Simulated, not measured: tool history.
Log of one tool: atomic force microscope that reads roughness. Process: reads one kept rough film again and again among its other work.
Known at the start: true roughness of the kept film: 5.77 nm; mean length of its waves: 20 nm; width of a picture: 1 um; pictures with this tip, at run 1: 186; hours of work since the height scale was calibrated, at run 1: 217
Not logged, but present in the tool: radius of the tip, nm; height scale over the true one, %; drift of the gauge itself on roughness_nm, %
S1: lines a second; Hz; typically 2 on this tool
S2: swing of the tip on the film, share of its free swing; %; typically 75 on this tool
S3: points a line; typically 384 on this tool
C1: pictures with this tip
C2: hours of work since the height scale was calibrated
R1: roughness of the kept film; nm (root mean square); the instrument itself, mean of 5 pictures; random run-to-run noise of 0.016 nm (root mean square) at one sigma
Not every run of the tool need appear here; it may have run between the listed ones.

run   hour    S1  S2   S3   C1   C2     R1
  1      0     2  75  384  186  217  3.155
  2   26.7  0.69  75  384  241  237  3.037
  3   53.1  0.77  75  384  296  258  2.907
  4   69.5     2  75  402  330  270  2.736
  5   93.4     2  75  402  379  288   2.63
        96  -- new tip fitted
  6  107.9  0.87  75  384   25  299  3.835
  7  132.7  1.59  75  384   76  318  3.572
  8  159.9     2  67  384  132  339  3.399
  9  177.9     2  67  384  170  353  3.271
 10  192.4     2  67  384  200  364  3.184
 11  205.7     2  67  384  228  374  3.083
 12  224.1     2  75  384  266  388  2.939
 13  235.9     2  65  384  290  397  2.918
 14  249.1     2  65  384  318  407  2.852
 15  263.4     2  75  384  347  418  2.718
 16  276.7     2  75  384  375  428  2.663
     281.8  -- new tip fitted
 17  295.2     2  75  384   28  442  3.609
 18  311.5  3.45  75  384   61  454  3.367
 19  336.6  2.94  75  384  113  474  3.196
 20  347.8  1.59  75  568  137  482  3.272
     350.6  -- height scale calibrated on a step standard
 21    365  1.59  75  568  170   11  3.158
 22  388.1  1.19  58  927  218   29  3.122
     398.8  -- height scale calibrated on a step standard, once more
 23  401.4  1.58  73  384  244    2  2.954
 24  417.2  1.51  72  310  277   14  2.832
 25    431  2.55  72  601  305   25  2.778
 26  445.4  0.98  74  439  335   36  2.744
     469.4  -- new tip fitted
 27  473.3  1.15  56  439    8   57  3.961
 28  497.8  2.32  55  319   59   75  3.648
 29  518.5  1.09  75  319  102   91  3.465
 30  542.1  1.62  71  717  151  109  3.331

Run 31 comes next. What will it give?
 31  556.6  1.05  71  457  181  120   ?

{"run 31": {"R1": 3.258}}
Minus the tool's unlogged condition, the same run would have read R1 4.019 nm (root mean square).

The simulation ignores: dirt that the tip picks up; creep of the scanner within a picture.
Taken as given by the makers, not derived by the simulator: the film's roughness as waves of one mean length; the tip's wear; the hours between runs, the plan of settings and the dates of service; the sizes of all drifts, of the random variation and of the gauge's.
